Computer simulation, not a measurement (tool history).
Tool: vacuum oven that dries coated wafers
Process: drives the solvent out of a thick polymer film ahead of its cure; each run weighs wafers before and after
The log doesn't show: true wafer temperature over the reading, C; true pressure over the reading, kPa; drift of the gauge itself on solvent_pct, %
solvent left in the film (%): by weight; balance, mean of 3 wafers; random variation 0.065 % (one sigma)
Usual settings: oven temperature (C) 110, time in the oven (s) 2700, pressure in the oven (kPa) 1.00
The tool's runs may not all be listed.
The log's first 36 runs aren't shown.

| run | day | oven temperature (C) | time in the oven (s) | pressure in the oven (kPa) | hours of work since the thermocouples were calibrated | hours of work since the vacuum gauge was cleaned of residue | solvent left in the film (%) |
|---|---|---|---|---|---|---|---|
| 37 | 68.729 | 110 | 3000 | 1.00 | 1123 | 21 | 3.24 |
| 38 | 71.033 | 110 | 3000 | 1.76 | 1147 | 45 | 3.40 |
| 39 | 72.721 | 110 | 3000 | 1.76 | 1164 | 62 | 3.38 |
| 40 | 73.950 | 118 | 2700 | 1.00 | 1177 | 75 | 2.26 |
| 41 | 75.571 | 110 | 2940 | 1.00 | 1193 | 91 | 3.29 |
| 42 | 77.050 | 98 | 2700 | 1.00 | 1209 | 106 | 6.63 |
| 43 | 79.092 | 98 | 2700 | 1.00 | 1229 | 127 | 6.55 |
| 44 | 80.917 | 98 | 2700 | 1.00 | 1248 | 146 | 6.78 |
| 45 | 82.183 | 98 | 2700 | 1.00 | 1261 | 159 | 6.74 |
| 46 | 83.233 | 125 | 2460 | 2.14 | 1272 | 170 | 1.94 |

Forecast each of these 5 alternatives for the next run:
| A | 85.738 | 101 | 2340 | 0.98 | 1298 | 196 | ? |
| B | 85.738 | 110 | 4260 | 1.00 | 1298 | 196 | ? |
| C | 85.738 | 100 | 1440 | 1.72 | 1298 | 196 | ? |
| D | 85.738 | 122 | 2700 | 2.25 | 1298 | 196 | ? |
| E | 85.738 | 125 | 2760 | 2.14 | 1298 | 196 | ? |

| run | solvent left in the film (%) |
|---|---|
| A | 6.72 |
| B | 1.63 |
| C | 10.39 |
| D | 2.04 |
| E | 1.54 |
Without the tool's hidden state the same runs would have given:
| run | solvent left in the film (%) |
|---|---|
| A | 7.11 |
| B | 1.82 |
| C | 10.76 |
| D | 2.25 |
| E | 1.71 |
